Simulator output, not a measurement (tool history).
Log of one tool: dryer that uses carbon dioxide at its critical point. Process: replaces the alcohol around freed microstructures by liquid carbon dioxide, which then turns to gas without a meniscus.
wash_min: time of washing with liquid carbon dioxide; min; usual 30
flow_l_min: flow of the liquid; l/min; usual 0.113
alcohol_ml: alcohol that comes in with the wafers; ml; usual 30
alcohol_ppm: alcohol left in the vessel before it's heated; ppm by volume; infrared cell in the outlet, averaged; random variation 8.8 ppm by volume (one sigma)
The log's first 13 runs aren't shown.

run,hour,wash_min,flow_l_min,alcohol_ml,alcohol_ppm
14,135.7,30,0.081,21,1980
15,149.2,30,0.113,30,770
16,161.1,30,0.113,30,803
17,175.5,30,0.113,30,811
18,183.8,30,0.113,30,795
19,193.3,30,0.113,79,2063
20,199.5,24,0.072,30,7136
21,212.1,19,0.081,24,7288
22,220.3,19,0.081,24,7052
23,232.5,19,0.081,24,6970
24,246.2,19,0.081,24,7064
25,256.7,25,0.081,24,3890
26,266.4,44,0.111,29,193
27,272.5,30,0.083,24,2310
28,282.5,30,0.083,24,2289
29,291,28,0.16,49,369
30,305.6,31,0.095,108,5761
31,318.7,31,0.095,108,5682
32,330.5,30,0.095,30,1894
33,336.8,31,0.112,30,851
34,351.7,31,0.112,30,869
35,365.8,30,0.137,30,414
36,376.6,30,0.137,30,409
37,384.2,30,0.113,101,3024

Forecast each of these 5 alternatives for the next run:
A,396.5,30,0.113,49,?
B,396.5,27,0.113,20,?
C,396.5,20,0.113,58,?
D,396.5,33,0.113,30,?
E,396.5,46,0.113,101,?

run,alcohol_ppm
A,1556
B,993
C,7303
D,689
E,407
Without the tool's hidden state the same runs would have given:
run,alcohol_ppm
A,788
B,517
C,4742
D,308
E,129

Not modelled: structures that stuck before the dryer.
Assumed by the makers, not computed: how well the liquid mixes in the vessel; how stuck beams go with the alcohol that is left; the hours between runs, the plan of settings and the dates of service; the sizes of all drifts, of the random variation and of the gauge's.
